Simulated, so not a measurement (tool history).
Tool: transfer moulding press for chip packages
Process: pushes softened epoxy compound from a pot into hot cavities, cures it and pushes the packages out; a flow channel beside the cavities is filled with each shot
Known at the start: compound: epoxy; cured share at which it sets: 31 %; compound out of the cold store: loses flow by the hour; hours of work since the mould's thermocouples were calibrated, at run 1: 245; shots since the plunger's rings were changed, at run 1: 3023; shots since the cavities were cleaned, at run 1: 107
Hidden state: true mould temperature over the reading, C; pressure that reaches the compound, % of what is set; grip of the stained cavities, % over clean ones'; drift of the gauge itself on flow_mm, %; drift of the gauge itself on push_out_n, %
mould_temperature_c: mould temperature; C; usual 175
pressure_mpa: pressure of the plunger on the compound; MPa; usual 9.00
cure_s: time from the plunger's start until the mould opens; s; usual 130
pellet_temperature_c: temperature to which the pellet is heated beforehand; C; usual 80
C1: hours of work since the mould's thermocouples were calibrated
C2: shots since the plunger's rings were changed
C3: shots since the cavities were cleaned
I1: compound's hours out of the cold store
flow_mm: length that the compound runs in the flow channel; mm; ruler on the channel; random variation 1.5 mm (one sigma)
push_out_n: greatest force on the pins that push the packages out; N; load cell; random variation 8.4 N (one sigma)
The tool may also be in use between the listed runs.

Run 1, day 0.000: usual settings; C1 245; C2 3023; C3 107; I1 29.7. Result: flow_mm 590 mm, push_out_n 360 N.
Run 2, day 2.042: usual settings; C1 266; C2 3323; C3 407; I1 19.1. Result: flow_mm 615 mm, push_out_n 379 N.
Run 3, day 4.629: usual settings but pellet_temperature_c 76 C; C1 292; C2 3703; C3 787; I1 19.5. Result: flow_mm 609 mm, push_out_n 363 N.
Run 4, day 7.096: usual settings but pellet_temperature_c 76 C; C1 316; C2 4066; C3 1150; I1 45.0. Result: flow_mm 560 mm, push_out_n 348 N.
At day 7.329: cavities cleaned with cleaning compound and waxed.
Run 5, day 9.400: usual settings; C1 339; C2 4395; C3 304; I1 22.3. Result: flow_mm 605 mm, push_out_n 352 N.
Run 6, day 11.704: usual settings but mould_temperature_c 174 C; C1 362; C2 4734; C3 643; I1 23.9. Result: flow_mm 604 mm, push_out_n 377 N.
Run 7, day 12.883: usual settings; C1 373; C2 4908; C3 817; I1 43.7. Result: flow_mm 561 mm, push_out_n 353 N.
Run 8, day 14.042: usual settings; C1 385; C2 5078; C3 987; I1 41.6. Result: flow_mm 567 mm, push_out_n 361 N.
At day 15.346: cavities cleaned with cleaning compound and waxed.
Run 9, day 16.421: usual settings; C1 408; C2 5418; C3 158; I1 23.4. Result: flow_mm 601 mm, push_out_n 360 N.
At day 17.850: plunger's sealing rings changed.
Run 10, day 18.146: usual settings but mould_temperature_c 178 C, pressure_mpa 7.71 MPa, cure_s 112 s, pellet_temperature_c 86 C; C1 424; C2 43; C3 396; I1 30.7. Result: flow_mm 535 mm, push_out_n 368 N.
Run 11, day 19.621: usual settings but mould_temperature_c 178 C, pressure_mpa 7.71 MPa, cure_s 112 s, pellet_temperature_c 86 C; C1 439; C2 260; C3 613; I1 11.6. Result: flow_mm 574 mm, push_out_n 391 N.
Run 12, day 21.112: usual settings but mould_temperature_c 171 C, pellet_temperature_c 87 C; C1 454; C2 479; C3 832; I1 13.4. Result: flow_mm 635 mm, push_out_n 447 N.
Run 13, day 22.333: usual settings but mould_temperature_c 171 C, pellet_temperature_c 87 C; C1 466; C2 659; C3 1012; I1 10.8. Result: flow_mm 642 mm, push_out_n 452 N.

Forecast run 14:
At day 23.596: cavities cleaned with cleaning compound and waxed.
Run 14, day 24.196: usual settings but mould_temperature_c 168 C, cure_s 134 s, pellet_temperature_c 84 C; C1 484; C2 923; C3 88; I1 42.4. Result: flow_mm ?, push_out_n ?.

{"run 14": {"flow_mm": 580, "push_out_n": 467}}
Without the tool's hidden state the same run would have given flow_mm 580 mm, push_out_n 466 N.
